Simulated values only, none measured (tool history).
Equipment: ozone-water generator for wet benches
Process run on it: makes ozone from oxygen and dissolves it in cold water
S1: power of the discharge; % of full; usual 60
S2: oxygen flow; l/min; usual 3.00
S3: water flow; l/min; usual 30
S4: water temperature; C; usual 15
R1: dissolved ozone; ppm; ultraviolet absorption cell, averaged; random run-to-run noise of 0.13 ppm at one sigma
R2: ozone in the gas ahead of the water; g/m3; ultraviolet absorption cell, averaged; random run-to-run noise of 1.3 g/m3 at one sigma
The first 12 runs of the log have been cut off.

run 13 hour=954.2 | S1=60 S2=3.00 S3=30 S4=15 | R1=14.1 R2=243.3
run 14 hour=1027.5 | S1=60 S2=3.00 S3=30 S4=15 | R1=14.0 R2=243.5
run 15 hour=1111.4 | S1=60 S2=3.00 S3=30 S4=10 | R1=14.7 R2=242.3
run 16 hour=1199.7 | S1=60 S2=3.00 S3=30 S4=10 | R1=14.5 R2=240.2
run 17 hour=1279.9 | S1=44 S2=3.00 S3=30 S4=15 | R1=11.6 R2=197.9
run 18 hour=1331.1 | S1=46 S2=3.31 S3=27 S4=15 | R1=13.5 R2=194.8
run 19 hour=1432.5 | S1=45 S2=3.00 S3=45 S4=15 | R1=8.1 R2=201.3
run 20 hour=1491.7 | S1=60 S2=4.67 S3=19 S4=15 | R1=22.3 R2=191.4
run 21 hour=1538.0 | S1=60 S2=4.10 S3=19 S4=7 | R1=23.9 R2=203.1
run 22 hour=1631.8 | S1=60 S2=4.01 S3=19 S4=7 | R1=23.9 R2=207.2
run 23 hour=1683.7 | S1=62 S2=4.81 S3=19 S4=7 | R1=25.1 R2=191.3
run 24 hour=1750.0 | S1=47 S2=4.81 S3=19 S4=17 | R1=18.5 R2=160.5
run 25 hour=1852.7 | S1=60 S2=3.44 S3=37 S4=14 | R1=12.3 R2=222.6
run 26 hour=1920.6 | S1=60 S2=3.00 S3=21 S4=11 | R1=19.9 R2=239.7
run 27 hour=2025.4 | S1=60 S2=3.45 S3=20 S4=15 | R1=20.7 R2=225.5
run 28 hour=2128.8 | S1=71 S2=3.00 S3=30 S4=21 | R1=15.0 R2=266.0
run 29 hour=2206.7 | S1=56 S2=3.00 S3=25 S4=13 | R1=16.1 R2=226.4
run 30 hour=2290.2 | S1=56 S2=4.00 S3=20 S4=8 | R1=21.7 R2=196.4
run 31 hour=2352.4 | S1=60 S2=3.32 S3=29 S4=7 | R1=15.6 R2=226.3
run 32 hour=2462.1 | S1=69 S2=3.00 S3=43 S4=12 | R1=11.1 R2=260.1
-- hour=2471.4 gauge calibrated
run 33 hour=2514.8 | S1=100 S2=1.85 S3=35 S4=11 | R1=14.5 R2=431.2
run 34 hour=2577.2 | S1=86 S2=3.00 S3=33 S4=15 | R1=16.3 R2=307.8

Each row is a separate what-if for the run after 34, all from the same tool condition, not one after another. Results?
run A hour=2666.0 | S1=86 S2=3.00 S3=26 S4=22 | R1=? R2=?
run B hour=2666.0 | S1=73 S2=1.75 S3=33 S4=12 | R1=? R2=?
run C hour=2666.0 | S1=86 S2=3.00 S3=33 S4=16 | R1=? R2=?

run=A R1=18.9 R2=307.7
run=B R1=12.3 R2=366.8
run=C R1=16.1 R2=309.3
Take away the tool's hidden state, keep each run's random variation, and the runs would have read:
run=A R1=18.9 R2=308.6
run=B R1=12.3 R2=367.9
run=C R1=16.1 R2=310.2

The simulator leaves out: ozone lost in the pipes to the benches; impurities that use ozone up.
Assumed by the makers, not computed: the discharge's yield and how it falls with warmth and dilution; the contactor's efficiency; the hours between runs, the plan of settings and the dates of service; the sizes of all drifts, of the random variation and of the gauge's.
